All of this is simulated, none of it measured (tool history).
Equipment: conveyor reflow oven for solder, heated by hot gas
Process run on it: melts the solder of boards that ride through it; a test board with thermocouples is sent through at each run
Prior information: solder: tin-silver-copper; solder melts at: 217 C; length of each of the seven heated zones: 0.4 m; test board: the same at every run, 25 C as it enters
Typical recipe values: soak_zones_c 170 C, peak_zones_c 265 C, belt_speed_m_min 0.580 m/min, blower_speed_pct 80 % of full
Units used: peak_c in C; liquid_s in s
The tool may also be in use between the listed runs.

| run | hour | soak_zones_c | peak_zones_c | belt_speed_m_min | blower_speed_pct | peak_c | liquid_s |
|---|---|---|---|---|---|---|---|
| 1 | 0.0 | 170 | 265 | 0.580 | 80 | 254.8 | 64.0 |
| 2 | 25.0 | 170 | 265 | 0.580 | 80 | 255.2 | 64.9 |
| 3 | 44.5 | 170 | 265 | 0.580 | 76 | 255.6 | 64.5 |
| 4 | 56.4 | 170 | 265 | 0.580 | 76 | 255.4 | 63.3 |
| 5 | 79.9 | 170 | 265 | 0.580 | 76 | 254.7 | 64.0 |
| 6 | 92.5 | 180 | 265 | 0.580 | 76 | 256.3 | 68.4 |
| 7 | 103.8 | 180 | 265 | 0.580 | 76 | 255.7 | 68.7 |
| 8 | 127.0 | 180 | 265 | 0.580 | 76 | 255.4 | 67.9 |
| 9 | 143.9 | 170 | 265 | 0.580 | 80 | 256.0 | 64.9 |
| 10 | 167.4 | 170 | 265 | 0.580 | 80 | 254.8 | 64.0 |
| 11 | 179.1 | 170 | 265 | 0.580 | 80 | 255.1 | 64.3 |
| 12 | 189.2 | 170 | 265 | 0.580 | 80 | 254.7 | 64.4 |
| 13 | 200.1 | 170 | 265 | 0.580 | 80 | 255.1 | 64.1 |
| 14 | 213.7 | 170 | 265 | 0.580 | 80 | 255.7 | 64.0 |
| 15 | 230.6 | 170 | 265 | 0.580 | 80 | 255.3 | 65.5 |
| 16 | 252.5 | 160 | 260 | 0.535 | 62 | 248.3 | 60.1 |
| 17 | 274.7 | 170 | 265 | 0.617 | 80 | 253.1 | 58.9 |
| 18 | 295.2 | 170 | 265 | 0.617 | 80 | 253.9 | 58.8 |
| 19 | 306.0 | 170 | 265 | 0.482 | 80 | 259.8 | 82.8 |
|  | 311.8 | belt drive overhauled, speed set with a stopwatch |
| 20 | 325.4 | 180 | 273 | 0.518 | 80 | 266.0 | 84.9 |
| 21 | 341.9 | 174 | 273 | 0.518 | 80 | 265.7 | 81.8 |
|  | 371.2 | belt drive overhauled, speed set with a stopwatch, once more |
| 22 | 371.2 | 174 | 273 | 0.518 | 80 | 266.4 | 79.9 |
| 23 | 392.0 | 170 | 258 | 0.556 | 54 | 244.5 | 55.9 |
| 24 | 411.3 | 170 | 258 | 0.556 | 54 | 245.5 | 55.4 |
| 25 | 424.1 | 170 | 258 | 0.700 | 54 | 236.1 | 34.0 |
| 26 | 437.7 | 170 | 257 | 0.646 | 80 | 243.9 | 47.0 |
| 27 | 455.8 | 170 | 257 | 0.646 | 80 | 244.2 | 48.3 |
| 28 | 466.0 | 170 | 274 | 0.646 | 85 | 258.8 | 59.1 |
|  | 473.8 | thermocouples of zones 6 and 7 changed |
| 29 | 492.8 | 170 | 274 | 0.646 | 85 | 256.8 | 57.9 |

Run by run, hidden condition taken away, random variation retained:
What the log doesn't record here: heat that the gas passes to the board, % of a clean oven's; belt's true speed, % of the reading; true gas temperature in zones 6 and 7 over the reading, C; drift of the gauge itself on peak_c, C; drift of the gauge itself on liquid_s, %.
| run | peak_c | liquid_s |
|---|---|---|
| 1 | 252.5 | 62.0 |
| 2 | 253.0 | 62.9 |
| 3 | 253.4 | 62.5 |
| 4 | 253.2 | 61.2 |
| 5 | 252.5 | 61.9 |
| 6 | 254.0 | 66.3 |
| 7 | 253.4 | 66.6 |
| 8 | 253.2 | 65.9 |
| 9 | 253.8 | 62.8 |
| 10 | 252.6 | 62.0 |
| 11 | 252.9 | 62.3 |
| 12 | 252.6 | 62.4 |
| 13 | 252.9 | 62.1 |
| 14 | 253.6 | 61.9 |
| 15 | 253.1 | 63.4 |
| 16 | 246.0 | 57.5 |
| 17 | 251.1 | 57.0 |
| 18 | 251.9 | 56.9 |
| 19 | 257.2 | 80.3 |
| 20 | 263.3 | 81.7 |
| 21 | 263.1 | 78.7 |
| 22 | 264.3 | 79.1 |
| 23 | 242.6 | 54.6 |
| 24 | 243.6 | 54.1 |
| 25 | 234.9 | 33.2 |
| 26 | 242.5 | 46.5 |
| 27 | 242.8 | 47.8 |
| 28 | 257.6 | 58.8 |
| 29 | 258.9 | 59.5 |
